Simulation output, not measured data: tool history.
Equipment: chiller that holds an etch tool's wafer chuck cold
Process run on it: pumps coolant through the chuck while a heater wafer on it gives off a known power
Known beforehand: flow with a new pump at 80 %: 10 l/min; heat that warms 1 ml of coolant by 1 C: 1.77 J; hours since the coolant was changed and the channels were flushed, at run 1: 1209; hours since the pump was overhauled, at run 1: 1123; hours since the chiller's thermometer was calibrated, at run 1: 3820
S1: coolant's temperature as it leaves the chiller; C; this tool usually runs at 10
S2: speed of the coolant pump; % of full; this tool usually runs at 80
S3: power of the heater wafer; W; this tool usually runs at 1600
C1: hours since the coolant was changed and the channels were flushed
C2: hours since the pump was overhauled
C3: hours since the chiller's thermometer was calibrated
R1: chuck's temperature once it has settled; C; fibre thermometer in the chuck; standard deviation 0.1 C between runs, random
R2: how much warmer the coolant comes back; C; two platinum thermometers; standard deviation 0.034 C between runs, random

run 1 hour=0 | S1=10 S2=80 S3=1600 | C1=1209 C2=1123 C3=3820 | R1=27.5 R2=5.56
run 2 hour=72.9 | S1=10 S2=80 S3=1600 | C1=1282 C2=1196 C3=3893 | R1=27.3 R2=5.6
run 3 hour=154.8 | S1=15 S2=80 S3=1600 | C1=1364 C2=1278 C3=3975 | R1=32.5 R2=5.67
run 4 hour=206.3 | S1=10 S2=80 S3=1826 | C1=1415 C2=1329 C3=4027 | R1=30.2 R2=6.42
run 5 hour=248.4 | S1=10 S2=80 S3=1826 | C1=1457 C2=1371 C3=4069 | R1=30 R2=6.48
run 6 hour=304.4 | S1=10 S2=80 S3=1826 | C1=1513 C2=1427 C3=4125 | R1=30.2 R2=6.41
run 7 hour=369.7 | S1=10 S2=61 S3=1600 | C1=1579 C2=1493 C3=4190 | R1=31.1 R2=7.44
run 8 hour=467.7 | S1=10 S2=61 S3=1600 | C1=1677 C2=1591 C3=4288 | R1=31.3 R2=7.42
run 9 hour=535.5 | S1=10 S2=61 S3=1600 | C1=1744 C2=1659 C3=4356 | R1=31.5 R2=7.45
run 10 hour=580.9 | S1=10 S2=61 S3=1600 | C1=1790 C2=1704 C3=4401 | R1=31.4 R2=7.49
run 11 hour=629.4 | S1=10 S2=80 S3=1600 | C1=1838 C2=1752 C3=4450 | R1=27.9 R2=5.66
run 12 hour=677.3 | S1=10 S2=80 S3=1600 | C1=1886 C2=1800 C3=4498 | R1=27.8 R2=5.74
run 13 hour=769.9 | S1=10 S2=80 S3=1600 | C1=1979 C2=1893 C3=4590 | R1=27.8 R2=5.79
run 14 hour=828.6 | S1=10 S2=80 S3=1600 | C1=2037 C2=1952 C3=4649 | R1=28.1 R2=5.75
run 15 hour=892 | S1=4 S2=80 S3=1600 | C1=2101 C2=2015 C3=4712 | R1=22.4 R2=5.71
run 16 hour=935.2 | S1=4 S2=80 S3=1600 | C1=2144 C2=2058 C3=4755 | R1=22.3 R2=5.81
run 17 hour=986.1 | S1=4 S2=80 S3=1600 | C1=2195 C2=2109 C3=4806 | R1=22.2 R2=5.82
-- hour=1046.7 chiller's thermometer calibrated
run 18 hour=1089.1 | S1=4 S2=80 S3=1424 | C1=2297 C2=2211 C3=42 | R1=21 R2=5.17
run 19 hour=1167.7 | S1=1 S2=99 S3=1671 | C1=2376 C2=2290 C3=121 | R1=18.4 R2=4.89
run 20 hour=1236.3 | S1=14 S2=82 S3=2198 | C1=2444 C2=2358 C3=190 | R1=40 R2=7.8
run 21 hour=1321.4 | S1=14 S2=82 S3=948 | C1=2529 C2=2443 C3=275 | R1=25.3 R2=3.35
run 22 hour=1368.6 | S1=14 S2=82 S3=942 | C1=2577 C2=2491 C3=322 | R1=25.3 R2=3.34
run 23 hour=1433.4 | S1=10 S2=80 S3=1463 | C1=2641 C2=2555 C3=387 | R1=27.8 R2=5.43
run 24 hour=1497 | S1=12 S2=95 S3=1191 | C1=2705 C2=2619 C3=450 | R1=25 R2=3.71
run 25 hour=1571.7 | S1=10 S2=80 S3=1911 | C1=2780 C2=2694 C3=525 | R1=33.3 R2=7.02
run 26 hour=1631 | S1=10 S2=80 S3=1911 | C1=2839 C2=2753 C3=584 | R1=33.3 R2=7.05
run 27 hour=1706.9 | S1=8 S2=67 S3=1085 | C1=2915 C2=2829 C3=660 | R1=23.1 R2=4.79
run 28 hour=1749.2 | S1=10 S2=74 S3=1600 | C1=2957 C2=2871 C3=702 | R1=30.8 R2=6.35
run 29 hour=1816.4 | S1=10 S2=63 S3=1160 | C1=3024 C2=2938 C3=770 | R1=26.8 R2=5.43
run 30 hour=1864.3 | S1=10 S2=63 S3=1160 | C1=3072 C2=2986 C3=818 | R1=26.6 R2=5.5
run 31 hour=1922.6 | S1=10 S2=64 S3=1458 | C1=3130 C2=3045 C3=876 | R1=30.9 R2=6.78

Below are 5 alternative next runs, each starting from the tool's condition after run 31. Predict each:
run A hour=2015.6 | S1=8 S2=64 S3=1458 | C1=3224 C2=3138 C3=969 | R1=? R2=?
run B hour=2015.6 | S1=1 S2=84 S3=1113 | C1=3224 C2=3138 C3=969 | R1=? R2=?
run C hour=2015.6 | S1=17 S2=64 S3=1590 | C1=3224 C2=3138 C3=969 | R1=? R2=?
run D hour=2015.6 | S1=10 S2=80 S3=1600 | C1=3224 C2=3138 C3=969 | R1=? R2=?
run E hour=2015.6 | S1=16 S2=61 S3=913 | C1=3224 C2=3138 C3=969 | R1=? R2=?

run=A R1=29.1 R2=6.85
run=B R1=14.4 R2=3.98
run=C R1=39.9 R2=7.47
run=D R1=30 R2=6.01
run=E R1=29.5 R2=4.44
With no hidden state in the tool, these same runs would have given:
run=A R1=25.9 R2=6.21
run=B R1=12.4 R2=3.6
run=C R1=36.4 R2=6.77
run=D R1=26.9 R2=5.44
run=E R1=27.5 R2=4.02
